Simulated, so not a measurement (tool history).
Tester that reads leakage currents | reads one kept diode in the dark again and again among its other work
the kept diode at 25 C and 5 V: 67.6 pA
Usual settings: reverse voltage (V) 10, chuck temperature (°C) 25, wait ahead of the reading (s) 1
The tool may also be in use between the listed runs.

run    hour  reverse voltage (V)  chuck temperature (°C)  wait ahead of the reading (s)  current that the tester gives (pA)
  1       0                   10                      25                              1                               94.94
  2   231.3                   10                      25                              1                               95.33
  3   381.1                   10                      25                              1                               95.93
  4     528                   10                      25                              1                               95.66
  5   690.8                  4.8                      25                              1                               68.37
  6   814.3                   10                      55                              1                             1013.29
        925  -- chuck's temperature calibrated
  7   951.3                   10                      25                              1                               95.35
  8  1073.3                  3.7                      25                            1.4                               60.17
  9  1188.7                 12.2                      27                            2.8                              121.11
 10  1358.6                 12.2                      27                            2.8                               120.6
 11  1607.2                  1.8                      45                              1                              224.42
 12    1756                  1.2                      47                            9.8                              219.24
 13  1938.8                   10                      41                           2.06                              351.41

3 ways to go on from here, each from the tool as it stands after run 13. What would each give?
  A  2093.3                  4.8                      26                           0.31                                   ?
  B  2093.3                  1.4                      25                           0.71                                   ?
  C  2093.3                  8.8                      25                              1                                   ?

run  current that the tester gives (pA)
  A                               78.27
  B                               39.37
  C                               89.36
Without the tool's hidden state the same runs would have given:
run  current that the tester gives (pA)
  A                               78.25
  B                               39.36
  C                               89.32
